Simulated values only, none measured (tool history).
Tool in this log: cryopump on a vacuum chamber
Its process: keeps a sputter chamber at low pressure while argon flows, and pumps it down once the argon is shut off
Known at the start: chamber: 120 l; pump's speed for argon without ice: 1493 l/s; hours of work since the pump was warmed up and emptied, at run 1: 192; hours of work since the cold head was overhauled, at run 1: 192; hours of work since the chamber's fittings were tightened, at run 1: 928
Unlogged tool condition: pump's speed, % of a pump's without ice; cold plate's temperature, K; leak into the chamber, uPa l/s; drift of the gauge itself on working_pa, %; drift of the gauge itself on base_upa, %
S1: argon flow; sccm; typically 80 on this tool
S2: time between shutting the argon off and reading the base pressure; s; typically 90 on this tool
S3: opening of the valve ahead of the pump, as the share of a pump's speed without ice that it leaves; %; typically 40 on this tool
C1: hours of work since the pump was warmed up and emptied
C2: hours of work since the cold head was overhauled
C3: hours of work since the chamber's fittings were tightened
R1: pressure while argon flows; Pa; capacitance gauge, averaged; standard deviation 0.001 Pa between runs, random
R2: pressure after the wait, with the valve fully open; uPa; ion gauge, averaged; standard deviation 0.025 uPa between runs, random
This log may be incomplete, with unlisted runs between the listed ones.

| run | hour | S1 | S2 | S3 | C1 | C2 | C3 | R1 | R2 |
|---|---|---|---|---|---|---|---|---|---|
| 1 | 0.0 | 80 | 90 | 40 | 192 | 192 | 928 | 0.2455 | 1.29 |
| 2 | 12.4 | 80 | 90 | 40 | 199 | 199 | 936 | 0.2453 | 1.24 |
| 3 | 27.6 | 56 | 90 | 40 | 209 | 209 | 945 | 0.1737 | 1.28 |
| 4 | 44.7 | 56 | 90 | 40 | 219 | 219 | 956 | 0.1735 | 1.27 |
| 5 | 61.1 | 94 | 90 | 40 | 229 | 229 | 966 | 0.2920 | 1.33 |
| 6 | 75.0 | 94 | 90 | 40 | 238 | 238 | 974 | 0.2927 | 1.31 |
| 7 | 92.0 | 94 | 157 | 40 | 249 | 249 | 985 | 0.2945 | 0.97 |
| 8 | 104.4 | 147 | 90 | 26 | 256 | 256 | 992 | 0.6878 | 1.30 |
| 9 | 116.1 | 147 | 90 | 26 | 263 | 263 | 1000 | 0.6917 | 1.31 |
| 10 | 127.0 | 93 | 267 | 26 | 270 | 270 | 1006 | 0.4376 | 0.80 |
| 11 | 144.7 | 80 | 71 | 25 | 281 | 281 | 1017 | 0.3940 | 1.59 |

Predict each of these 4 candidate next runs independently; none follows another, all start after run 11:
| A | 164.3 | 128 | 20 | 25 | 293 | 293 | 1030 | ? | ? |
| B | 164.3 | 43 | 90 | 40 | 293 | 293 | 1030 | ? | ? |
| C | 164.3 | 80 | 90 | 19 | 293 | 293 | 1030 | ? | ? |
| D | 164.3 | 80 | 71 | 18 | 293 | 293 | 1030 | ? | ? |

| run | R1 | R2 |
|---|---|---|
| A | 0.6286 | 4.24 |
| B | 0.1390 | 1.34 |
| C | 0.5091 | 1.34 |
| D | 0.5332 | 1.58 |
Without the tool's hidden state the same runs would have given:
| run | R1 | R2 |
|---|---|---|
| A | 0.5796 | 3.95 |
| B | 0.1225 | 1.05 |
| C | 0.4785 | 1.04 |
| D | 0.5025 | 1.30 |
